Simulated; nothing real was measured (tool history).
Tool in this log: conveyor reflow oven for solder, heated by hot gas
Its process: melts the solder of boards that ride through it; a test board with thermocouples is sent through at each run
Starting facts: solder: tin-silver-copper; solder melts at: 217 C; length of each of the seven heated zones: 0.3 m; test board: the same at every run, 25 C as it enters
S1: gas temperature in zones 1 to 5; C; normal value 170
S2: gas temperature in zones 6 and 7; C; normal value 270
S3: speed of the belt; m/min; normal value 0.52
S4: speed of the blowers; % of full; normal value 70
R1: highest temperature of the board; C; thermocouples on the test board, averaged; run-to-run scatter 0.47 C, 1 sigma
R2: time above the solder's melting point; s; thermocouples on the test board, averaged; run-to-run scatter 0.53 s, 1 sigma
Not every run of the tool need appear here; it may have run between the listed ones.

{"run": 1, "hour": 0.0, "S1": 170, "S2": 270, "S3": 0.52, "S4": 70, "R1": 252.7, "R2": 50.6}
{"run": 2, "hour": 4.4, "S1": 170, "S2": 266, "S3": 0.52, "S4": 70, "R1": 250.1, "R2": 48.5}
{"run": 3, "hour": 13.1, "S1": 170, "S2": 266, "S3": 0.52, "S4": 70, "R1": 250.4, "R2": 49.3}
{"run": 4, "hour": 21.3, "S1": 170, "S2": 266, "S3": 0.52, "S4": 70, "R1": 249.2, "R2": 47.6}
{"run": 5, "hour": 29.0, "S1": 170, "S2": 266, "S3": 0.52, "S4": 70, "R1": 249.6, "R2": 48.6}
{"run": 6, "hour": 36.5, "S1": 170, "S2": 266, "S3": 0.52, "S4": 70, "R1": 250.1, "R2": 48.5}
{"run": 7, "hour": 40.6, "S1": 170, "S2": 266, "S3": 0.52, "S4": 70, "R1": 250, "R2": 48.2}
{"run": 8, "hour": 49.2, "S1": 170, "S2": 270, "S3": 0.52, "S4": 70, "R1": 252.8, "R2": 51.6}
{"run": 9, "hour": 56.4, "S1": 170, "S2": 278, "S3": 0.52, "S4": 70, "R1": 259.4, "R2": 54.3}
{"run": 10, "hour": 61.6, "S1": 170, "S2": 278, "S3": 0.52, "S4": 70, "R1": 259.6, "R2": 55.3}
{"run": 11, "hour": 67.5, "S1": 170, "S2": 278, "S3": 0.52, "S4": 70, "R1": 259.5, "R2": 54.3}
{"run": 12, "hour": 77.1, "S1": 170, "S2": 270, "S3": 0.553, "S4": 70, "R1": 250.7, "R2": 46}
{"run": 13, "hour": 85.4, "S1": 170, "S2": 270, "S3": 0.553, "S4": 70, "R1": 250.6, "R2": 45.7}
{"run": 14, "hour": 94.0, "S1": 170, "S2": 270, "S3": 0.556, "S4": 70, "R1": 250.8, "R2": 45.5}
{"run": 15, "hour": 99.2, "S1": 170, "S2": 270, "S3": 0.52, "S4": 70, "R1": 253.1, "R2": 51.5}
{"run": 16, "hour": 105.9, "S1": 170, "S2": 270, "S3": 0.52, "S4": 70, "R1": 253.5, "R2": 50.5}
{"run": 17, "hour": 115.6, "S1": 170, "S2": 270, "S3": 0.52, "S4": 80, "R1": 256.3, "R2": 53.5}
{"run": 18, "hour": 119.5, "S1": 170, "S2": 275, "S3": 0.52, "S4": 58, "R1": 253.3, "R2": 49.4}
{"run": 19, "hour": 128.3, "S1": 174, "S2": 283, "S3": 0.52, "S4": 84, "R1": 269, "R2": 61}
{"run": 20, "hour": 135.1, "S1": 161, "S2": 283, "S3": 0.52, "S4": 84, "R1": 267.1, "R2": 56.9}
{"run": 21, "hour": 140.9, "S1": 161, "S2": 265, "S3": 0.52, "S4": 58, "R1": 242.3, "R2": 38.9}
{"run": 22, "hour": 147.0, "S1": 174, "S2": 270, "S3": 0.583, "S4": 53, "R1": 242.5, "R2": 37.9}
{"run": 23, "hour": 152.9, "S1": 167, "S2": 283, "S3": 0.464, "S4": 70, "R1": 267, "R2": 66}
{"run": 24, "hour": 161.7, "S1": 167, "S2": 283, "S3": 0.464, "S4": 70, "R1": 267.7, "R2": 64.3}
{"run": 25, "hour": 168.8, "S1": 163, "S2": 270, "S3": 0.49, "S4": 70, "R1": 253.4, "R2": 52.9}
{"run": 26, "hour": 175.1, "S1": 156, "S2": 270, "S3": 0.49, "S4": 74, "R1": 253.1, "R2": 51}
{"run": 27, "hour": 184.0, "S1": 156, "S2": 270, "S3": 0.49, "S4": 74, "R1": 252.5, "R2": 51.1}
{"run": 28, "hour": 192.0, "S1": 185, "S2": 270, "S3": 0.49, "S4": 74, "R1": 258.4, "R2": 61.9}
{"run": 29, "hour": 197.7, "S1": 166, "S2": 261, "S3": 0.425, "S4": 53, "R1": 245.5, "R2": 54.1}
{"run": 30, "hour": 206.8, "S1": 166, "S2": 261, "S3": 0.425, "S4": 53, "R1": 245.5, "R2": 54.4}

Here are 4 independent what-if runs from the current tool condition. What would each one return?
{"run": "A", "hour": 212.1, "S1": 179, "S2": 273, "S3": 0.425, "S4": 53, "R1": "?", "R2": "?"}
{"run": "B", "hour": 212.1, "S1": 158, "S2": 261, "S3": 0.425, "S4": 67, "R1": "?", "R2": "?"}
{"run": "C", "hour": 212.1, "S1": 163, "S2": 261, "S3": 0.575, "S4": 65, "R1": "?", "R2": "?"}
{"run": "D", "hour": 212.1, "S1": 185, "S2": 263, "S3": 0.506, "S4": 53, "R1": "?", "R2": "?"}

run=A R1=257.9 R2=71.2
run=B R1=247.7 R2=55.9
run=C R1=238.3 R2=31.7
run=D R1=244.7 R2=50.4
Stripped of hidden state, with their random variation kept, the same runs would have yielded:
run=A R1=258.1 R2=71.4
run=B R1=247.9 R2=56.1
run=C R1=238.6 R2=31.9
run=D R1=244.9 R2=50.5
